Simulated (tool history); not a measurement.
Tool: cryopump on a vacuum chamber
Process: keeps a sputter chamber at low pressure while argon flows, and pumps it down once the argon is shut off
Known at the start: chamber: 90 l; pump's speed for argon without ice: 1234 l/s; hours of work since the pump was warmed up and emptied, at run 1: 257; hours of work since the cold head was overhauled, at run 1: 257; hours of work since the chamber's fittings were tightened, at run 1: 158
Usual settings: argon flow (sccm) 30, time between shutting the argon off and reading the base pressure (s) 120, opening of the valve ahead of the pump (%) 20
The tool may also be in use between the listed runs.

run,hour,argon flow (sccm),time between shutting the argon off and reading the base pressure (s),opening of the valve ahead of the pump (%),hours of work since the pump was warmed up and emptied,hours of work since the cold head was overhauled,hours of work since the chamber's fittings were tightened,pressure while argon flows (Pa),pressure after the wait (uPa)
1,0,30,120,20,257,257,158,0.211,1.05
2,8.8,30,120,20,261,261,162,0.2102,1.02
3,20.6,30,120,20,266,266,167,0.2089,1.05
4,33.2,30,120,20,272,272,173,0.2106,1.04
5,48,30,120,20,278,278,180,0.2101,1.05
6,64.1,30,120,20,286,286,187,0.2116,1.08
7,72.8,30,120,20,290,290,191,0.2104,1.09
8,85.5,30,120,20,295,295,197,0.2119,1.08
9,96,30,120,20,300,300,201,0.2105,1.07
10,113.7,30,120,20,308,308,209,0.2109,1.11
11,126.1,30,120,20,314,314,215,0.2136,1.11
12,144.7,25,120,20,322,322,223,0.1756,1.19
13,162,25,120,20,330,330,231,0.1761,1.11
14,175.6,25,120,20,336,336,237,0.1769,1.16
15,192.4,30,120,20,344,344,245,0.2118,1.16
16,206.3,30,80,20,350,350,251,0.2122,1.42
17,226.1,30,80,20,359,359,260,0.212,1.41
18,236.2,30,80,20,364,364,265,0.2135,1.44
19,255.1,31,167,20,372,372,274,0.2203,1.11
20,274.1,22,116,39,381,381,282,0.082,1.31
21,285,22,116,39,386,386,287,0.0818,1.23
22,302,22,116,39,394,394,295,0.0825,1.29
23,320.5,58,126,54,402,402,303,0.1617,1.32
24,338.1,58,126,54,410,410,311,0.1624,1.27
25,358.2,30,48,20,419,419,320,0.215,1.95
26,369.5,12,21,22,424,424,325,0.0779,3.44
27,381.3,30,41,16,429,429,331,0.2666,2.24
28,399,30,120,41,437,437,339,0.1078,1.36
29,413.5,30,120,41,444,444,345,0.1088,1.42
30,433.1,20,160,36,453,453,354,0.0826,1.34
31,442.3,60,27,19,457,457,358,0.45,2.98
32,457.4,55,100,46,464,464,365,0.1813,1.53
33,473.4,43,68,30,471,471,372,0.2089,1.79
34,493.2,30,208,20,480,480,381,0.2157,1.27

3 ways to go on from here, each from the tool as it stands after run 34. What would each give?
A,511,30,124,20,488,488,389,?,?
B,511,54,54,57,488,488,389,?,?
C,511,43,208,27,488,488,389,?,?

run,pressure while argon flows (Pa),pressure after the wait (uPa)
A,0.2157,1.47
B,0.1484,2.04
C,0.2332,1.3
Without the tool's hidden state the same runs would have given:
run,pressure while argon flows (Pa),pressure after the wait (uPa)
A,0.2058,0.67
B,0.1306,1.23
C,0.2191,0.51
